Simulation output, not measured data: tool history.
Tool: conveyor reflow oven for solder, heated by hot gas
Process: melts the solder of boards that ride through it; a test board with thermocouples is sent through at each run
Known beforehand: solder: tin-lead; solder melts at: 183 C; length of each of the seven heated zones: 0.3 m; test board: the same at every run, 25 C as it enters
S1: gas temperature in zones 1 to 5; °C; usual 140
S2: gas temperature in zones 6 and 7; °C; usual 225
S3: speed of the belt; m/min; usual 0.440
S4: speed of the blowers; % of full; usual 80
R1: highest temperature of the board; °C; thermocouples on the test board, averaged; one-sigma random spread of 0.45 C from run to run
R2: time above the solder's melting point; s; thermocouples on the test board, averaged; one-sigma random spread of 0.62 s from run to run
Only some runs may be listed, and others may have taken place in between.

| run | day | S1 | S2 | S3 | S4 | R1 | R2 |
|---|---|---|---|---|---|---|---|
| 1 | 0.000 | 140 | 225 | 0.440 | 80 | 210.7 | 58.6 |
|  | 1.404 | flux residue cleaned out of gas plates and filters |
| 2 | 4.075 | 140 | 223 | 0.440 | 80 | 211.7 | 58.4 |
| 3 | 5.792 | 140 | 223 | 0.440 | 80 | 210.3 | 57.9 |
| 4 | 9.250 | 140 | 223 | 0.440 | 80 | 210.6 | 56.9 |
| 5 | 13.092 | 140 | 223 | 0.440 | 80 | 210.2 | 56.4 |
|  | 13.696 | thermocouples of zones 6 and 7 changed |
| 6 | 15.158 | 140 | 223 | 0.440 | 67 | 208.9 | 55.0 |
| 7 | 17.262 | 140 | 227 | 0.440 | 80 | 213.2 | 61.1 |
| 8 | 20.946 | 140 | 227 | 0.440 | 80 | 212.7 | 60.4 |
| 9 | 22.704 | 140 | 227 | 0.440 | 80 | 213.5 | 60.8 |
|  | 24.312 | belt drive overhauled, speed set with a stopwatch |
|  | 24.950 | flux residue cleaned out of gas plates and filters |
| 10 | 26.212 | 140 | 227 | 0.363 | 80 | 218.6 | 80.8 |
| 11 | 28.242 | 140 | 224 | 0.363 | 80 | 215.3 | 79.2 |
| 12 | 30.129 | 140 | 225 | 0.440 | 80 | 212.4 | 61.9 |
|  | 30.879 | belt drive overhauled, speed set with a stopwatch, once more |
| 13 | 34.238 | 140 | 225 | 0.440 | 58 | 207.3 | 53.6 |
| 14 | 37.233 | 140 | 225 | 0.440 | 58 | 206.9 | 52.0 |
| 15 | 41.092 | 140 | 230 | 0.440 | 80 | 215.3 | 59.6 |
| 16 | 44.088 | 141 | 225 | 0.364 | 53 | 211.2 | 70.9 |
| 17 | 47.008 | 141 | 229 | 0.512 | 53 | 203.0 | 39.5 |
|  | 48.529 | flux residue cleaned out of gas plates and filters |
| 18 | 49.379 | 140 | 223 | 0.440 | 63 | 207.2 | 51.3 |
| 19 | 52.742 | 140 | 223 | 0.440 | 63 | 207.5 | 52.7 |
| 20 | 54.562 | 140 | 223 | 0.440 | 63 | 207.7 | 53.0 |
| 21 | 57.958 | 132 | 225 | 0.440 | 74 | 209.0 | 52.8 |
|  | 59.479 | thermocouples of zones 6 and 7 changed |
| 22 | 61.850 | 140 | 225 | 0.397 | 80 | 215.3 | 68.2 |
| 23 | 65.308 | 140 | 225 | 0.397 | 80 | 215.3 | 67.9 |
| 24 | 68.558 | 140 | 225 | 0.397 | 80 | 215.4 | 67.3 |
| 25 | 71.017 | 140 | 225 | 0.397 | 80 | 213.5 | 66.4 |
|  | 71.967 | flux residue cleaned out of gas plates and filters |
| 26 | 73.171 | 136 | 225 | 0.386 | 80 | 215.4 | 71.0 |
| 27 | 76.471 | 140 | 225 | 0.440 | 77 | 211.1 | 59.6 |
| 28 | 79.354 | 140 | 225 | 0.440 | 77 | 211.4 | 58.7 |
| 29 | 82.558 | 140 | 225 | 0.518 | 59 | 203.7 | 38.4 |
| 30 | 85.054 | 140 | 225 | 0.518 | 59 | 203.5 | 39.7 |

Selected run-to-run steps in R1, each split into two signed amounts: the part the tool would show with no hidden state at all (from settings, incoming material and random variation), and the remainder, which goes to the hidden state together with any gauge scatter not common to the measured and the hidden-state-free results:
Unlogged tool condition in this case: heat that the gas passes to the board, % of a clean oven's; belt's true speed, % of the reading; true gas temperature in zones 6 and 7 over the reading, C; drift of the gauge itself on peak_c, C; drift of the gauge itself on liquid_s, %.
Run 9 -> 10: S3 0.440 -> 0.363, belt drive overhauled, speed set with a stopwatch, flux residue cleaned out of gas plates and filters. R1 +5.1 °C: hidden state +1.9, all else +3.2.
Run 14 -> 15: S2 225 -> 230, S4 58 -> 80. R1 +8.4 °C: hidden state -0.6, all else +9.0.
Run 16 -> 17: S2 225 -> 229, S3 0.364 -> 0.512. R1 -8.2 °C: hidden state -0.9, all else -7.3.
Run 17 -> 18: S1 141 -> 140, S2 229 -> 223, S3 0.512 -> 0.440, S4 53 -> 63, flux residue cleaned out of gas plates and filters. R1 +4.2 °C: hidden state +2.0, all else +2.2.
Run 21 -> 22: S1 132 -> 140, S3 0.440 -> 0.397, S4 74 -> 80, thermocouples of zones 6 and 7 changed. R1 +6.3 °C: hidden state +1.8, all else +4.5.
Run 28 -> 29: S3 0.440 -> 0.518, S4 77 -> 59. R1 -7.7 °C: hidden state -0.4, all else -7.3.

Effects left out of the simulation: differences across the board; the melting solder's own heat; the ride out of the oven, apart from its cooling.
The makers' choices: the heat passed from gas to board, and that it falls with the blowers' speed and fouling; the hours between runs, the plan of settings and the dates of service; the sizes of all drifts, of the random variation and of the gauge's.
